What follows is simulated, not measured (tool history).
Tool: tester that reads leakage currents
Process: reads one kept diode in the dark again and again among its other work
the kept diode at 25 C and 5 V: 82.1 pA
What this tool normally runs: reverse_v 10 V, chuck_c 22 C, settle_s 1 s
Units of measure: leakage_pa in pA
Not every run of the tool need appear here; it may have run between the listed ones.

Run 1, day 0: usual settings. Result: leakage_pa 87.79 pA.
Run 2, day 6.854: usual settings. Result: leakage_pa 88.11 pA.
Run 3, day 18.233: usual settings. Result: leakage_pa 91.22 pA.
Run 4, day 28.45: usual settings. Result: leakage_pa 93.66 pA.
Run 5, day 36.912: usual settings. Result: leakage_pa 95.11 pA.
Run 6, day 44.467: usual settings. Result: leakage_pa 97.32 pA.
Run 7, day 50.008: usual settings. Result: leakage_pa 99.03 pA.
Run 8, day 59.908: usual settings. Result: leakage_pa 100.5 pA.
Run 9, day 66.896: usual settings but settle_s 4.46 s. Result: leakage_pa 101.77 pA.
Run 10, day 75.779: usual settings. Result: leakage_pa 103.92 pA.
Run 11, day 87.396: usual settings. Result: leakage_pa 107.02 pA.
At day 96.158: chuck's temperature calibrated.
Run 12, day 98.967: usual settings. Result: leakage_pa 106.32 pA.
Run 13, day 109.312: usual settings. Result: leakage_pa 107.9 pA.
Run 14, day 117.946: usual settings. Result: leakage_pa 110.27 pA.
At day 126.346: probe card cleaned and baked.
Run 15, day 128.446: usual settings. Result: leakage_pa 83.49 pA.
Run 16, day 138.479: usual settings. Result: leakage_pa 85.76 pA.
Run 17, day 145.908: usual settings. Result: leakage_pa 87.33 pA.
Run 18, day 154.058: usual settings. Result: leakage_pa 89.46 pA.
Run 19, day 158.992: usual settings but reverse_v 2.6 V, chuck_c 21 C, settle_s 0.45 s. Result: leakage_pa 53.12 pA.
Run 20, day 169.862: usual settings but reverse_v 2.6 V, chuck_c 21 C, settle_s 0.45 s. Result: leakage_pa 54.34 pA.
Run 21, day 176.333: usual settings but reverse_v 13.5 V, chuck_c 21 C, settle_s 1.01 s. Result: leakage_pa 97.92 pA.
At day 183.221: tester calibrated.
Run 22, day 184.812: usual settings but reverse_v 7.9 V, chuck_c 38 C, settle_s 3.84 s. Result: leakage_pa 293.91 pA.
At day 192.446: chuck's temperature calibrated.
Run 23, day 193.342: usual settings but reverse_v 7.9 V, chuck_c 38 C, settle_s 3.84 s. Result: leakage_pa 278.28 pA.
Run 24, day 201.383: usual settings but reverse_v 10.8 V, chuck_c 20 C, settle_s 0.46 s. Result: leakage_pa 83.43 pA.
Run 25, day 208.779: usual settings but reverse_v 10.8 V, chuck_c 20 C, settle_s 0.46 s. Result: leakage_pa 84.42 pA.
Run 26, day 217.221: usual settings but reverse_v 10.8 V, chuck_c 20 C, settle_s 0.46 s. Result: leakage_pa 86.83 pA.
Run 27, day 224.221: usual settings but reverse_v 10.8 V, chuck_c 20 C, settle_s 0.46 s. Result: leakage_pa 87.96 pA.
Run 28, day 230.012: usual settings but reverse_v 2.4 V, chuck_c 20 C, settle_s 1.58 s. Result: leakage_pa 47.71 pA.
Run 29, day 240.538: usual settings but reverse_v 2.4 V, chuck_c 20 C, settle_s 1.58 s. Result: leakage_pa 48.65 pA.
Run 30, day 252.033: usual settings but reverse_v 1.4 V, chuck_c 24 C, settle_s 0.38 s. Result: leakage_pa 56.62 pA.
Run 31, day 259.45: usual settings but reverse_v 19 V, chuck_c 23 C, settle_s 0.65 s. Result: leakage_pa 153.09 pA.
Run 32, day 264.383: usual settings but reverse_v 19 V, chuck_c 23 C, settle_s 0.65 s. Result: leakage_pa 155.18 pA.
Run 33, day 271.617: usual settings but reverse_v 1.6 V, chuck_c 26 C, settle_s 0.48 s. Result: leakage_pa 70.72 pA.
Run 34, day 278.583: usual settings but reverse_v 11.2 V, chuck_c 30 C, settle_s 1.96 s. Result: leakage_pa 195.78 pA.

For each run, the measured value with the value that run would have given without the tool's hidden condition subtracted. The run-to-run variation is shared by both, the gauge scatter possibly not:
The tool's hidden condition here consists of: stray current of the dirty probe card, pA a volt; current scale over the true one, %; true chuck temperature over the reading, C; drift of the gauge itself on leakage_pa, %.
run  leakage_pa
  1       +7.66
  2       +9.06
  3      +11.61
  4      +13.97
  5      +15.77
  6      +17.65
  7      +19.01
  8      +21.11
  9      +22.74
 10      +24.51
 11      +27.28
 12      +26.46
 13      +28.61
 14      +30.68
 15       +4.09
 16        +6.4
 17       +8.08
 18       +9.91
 19       +4.86
 20       +5.76
 21      +17.71
 22      +23.18
 23       +7.06
 24      +13.03
 25      +14.56
 26       +16.6
 27      +18.14
 28       +4.89
 29        +5.7
 30       +4.81
 31      +45.93
 32      +47.86
 33        +7.1
 34      +36.62
